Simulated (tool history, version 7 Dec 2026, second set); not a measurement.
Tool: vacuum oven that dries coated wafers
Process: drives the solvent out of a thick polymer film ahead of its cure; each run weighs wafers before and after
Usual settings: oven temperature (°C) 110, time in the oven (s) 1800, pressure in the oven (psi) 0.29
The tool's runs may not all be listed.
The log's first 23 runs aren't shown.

run     day  oven temperature (°C)  time in the oven (s)  pressure in the oven (psi)  solvent left in the film (%)
 24  30.708                    120                  1500                       0.493                          2.07
 25  32.042                    120                  1500                       0.493                             2
 26  33.171                    112                  1800                       0.334                          2.78
 27  34.079                    112                  1800                       0.334                          2.75
 28  34.896                    108                  1800                       0.294                          3.62
 29  36.092                    116                  1800                       0.194                          1.63
 30  37.742                    110                  1080                       1.133                          7.14
 31  38.717                    110                  1080                       1.133                          7.22
 32  40.046                    112                  1800                        0.29                           2.6
 33  41.712                    102                  2160                       0.278                          4.52
 34      43                    102                  1080                       0.216                          7.27
 35  44.121                    121                  1260                        0.83                          3.01
 36  45.338                    121                  1800                        0.54                          1.69
 37  46.175                    103                  2940                       0.174                          2.71
 38  47.579                    110                  2640                        0.17                          1.53
 39  48.362                    122                  1920                       0.213                          0.77
 40  49.954                    122                  1920                       0.213                          0.72
 41  51.462                    116                  1200                       0.998                          4.63
 42  53.154                    112                  1080                       1.092                           6.4

4 ways to go on from here, each from the tool as it stands after run 42. What would each give?
  A  54.512                    115                  2940                       0.525                             ?
  B  54.512                    101                  1440                       0.149                             ?
  C  54.512                    121                  1680                        0.29                             ?
  D  54.512                    101                  2460                       1.092                             ?

run  solvent left in the film (%)
  A                          1.73
  B                           6.1
  C                          1.25
  D                           7.1
Without the tool's hidden state the same runs would have given:
run  solvent left in the film (%)
  A                          1.74
  B                          6.11
  C                          1.26
  D                          7.12

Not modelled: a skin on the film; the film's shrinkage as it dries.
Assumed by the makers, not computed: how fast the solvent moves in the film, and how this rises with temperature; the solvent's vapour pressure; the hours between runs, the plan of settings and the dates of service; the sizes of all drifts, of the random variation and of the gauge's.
